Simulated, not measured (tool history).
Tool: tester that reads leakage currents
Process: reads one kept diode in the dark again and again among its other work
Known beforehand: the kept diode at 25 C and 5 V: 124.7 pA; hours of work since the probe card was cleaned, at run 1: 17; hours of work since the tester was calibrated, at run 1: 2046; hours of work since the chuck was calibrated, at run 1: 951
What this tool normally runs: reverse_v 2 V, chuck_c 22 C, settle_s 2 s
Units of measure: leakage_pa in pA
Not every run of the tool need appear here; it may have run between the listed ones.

run,hour,reverse_v,chuck_c,settle_s,hours of work since the probe card was cleaned,hours of work since the tester was calibrated,hours of work since the chuck was calibrated,leakage_pa
1,0,2,22,2,17,2046,951,58.97
2,71.8,2,22,2,59,2088,993,58.74
3,166.7,4.04,22,2,115,2143,1048,78.97
4,258.3,4.04,26,2,168,2196,1101,108.87
5,322,4.04,26,2,205,2234,1139,108.52
6,378.5,2,47,2,238,2266,1171,398.74
7,445,2,47,2,277,2305,1210,397.98
8,549.1,2,47,2,338,2366,1271,393.86
9,605.4,2,47,2,370,2399,1304,394.21
10,697,2,22,0.38,424,2452,1357,58.2
# hour 738: chuck's temperature calibrated
11,758.5,2,22,0.38,458,2487,12,67.77
12,863.5,11.99,21,9.56,520,2548,73,133.63
13,922.2,2,53,7.59,554,2582,107,670.16
14,971.7,12.42,51,2.36,583,2611,136,1253.95
15,1066.4,3.62,36,2,638,2666,191,251.54
16,1165,3.62,36,2,695,2724,249,250.54
17,1266.2,4.09,21,1.05,754,2783,308,82.51
18,1362.7,1.99,50,0.33,811,2839,364,529.01
19,1440.1,1.99,25,1.15,856,2884,409,81.9
20,1493.7,2,22,7.77,887,2915,441,63.7
21,1545,2,22,7.77,917,2945,470,63.5
22,1610.2,9.47,22,2.85,955,2983,508,128.56

4 ways to go on from here, each from the tool as it stands after run 22. What would each give?
A,1683.5,2,22,5.66,998,3026,551,?
B,1683.5,6.95,53,4.11,998,3026,551,?
C,1683.5,3.46,22,0.31,998,3026,551,?
D,1683.5,16.97,22,0.33,998,3026,551,?

run,leakage_pa
A,63.3
B,1075.65
C,83.71
D,182.39
What these runs would have given with no unlogged condition in the tool:
run,leakage_pa
A,66.74
B,1153.73
C,86.92
D,176.25

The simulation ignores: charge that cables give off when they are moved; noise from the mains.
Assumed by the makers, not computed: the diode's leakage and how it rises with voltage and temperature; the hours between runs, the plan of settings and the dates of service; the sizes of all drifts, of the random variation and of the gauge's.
